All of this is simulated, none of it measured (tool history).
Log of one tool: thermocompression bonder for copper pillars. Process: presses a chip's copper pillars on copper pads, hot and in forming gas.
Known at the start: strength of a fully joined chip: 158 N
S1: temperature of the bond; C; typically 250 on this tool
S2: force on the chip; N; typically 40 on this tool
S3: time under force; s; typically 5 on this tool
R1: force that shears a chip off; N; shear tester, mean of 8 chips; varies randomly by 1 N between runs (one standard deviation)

run,hour,S1,S2,S3,R1
1,0.0,250,40,5,95.3
2,29.4,250,40,5,94.2
3,48.3,250,40,5,96.5
4,82.0,250,40,5,93.4
# hour 86.1: force cell calibrated
# hour 98.7: heater calibrated with a thermocouple chip
5,121.0,250,40,10,103.0
6,146.3,250,52,10,115.6
7,170.8,250,52,10,117.3
8,189.0,250,52,10,115.8
# hour 200.2: forming gas filter changed
9,224.2,247,53,14,128.4
10,247.4,267,40,12,125.0
11,266.3,267,40,12,126.6

Forecast each of these 4 alternatives for the next run:
A,296.6,257,46,7,?
B,296.6,250,51,5,?
C,296.6,250,37,5,?
D,296.6,266,52,8,?

run,R1
A,112.5
B,101.6
C,83.7
D,129.2
Without the tool's unlogged condition, the same runs would have read:
run,R1
A,110.8
B,99.6
C,81.7
D,128.1
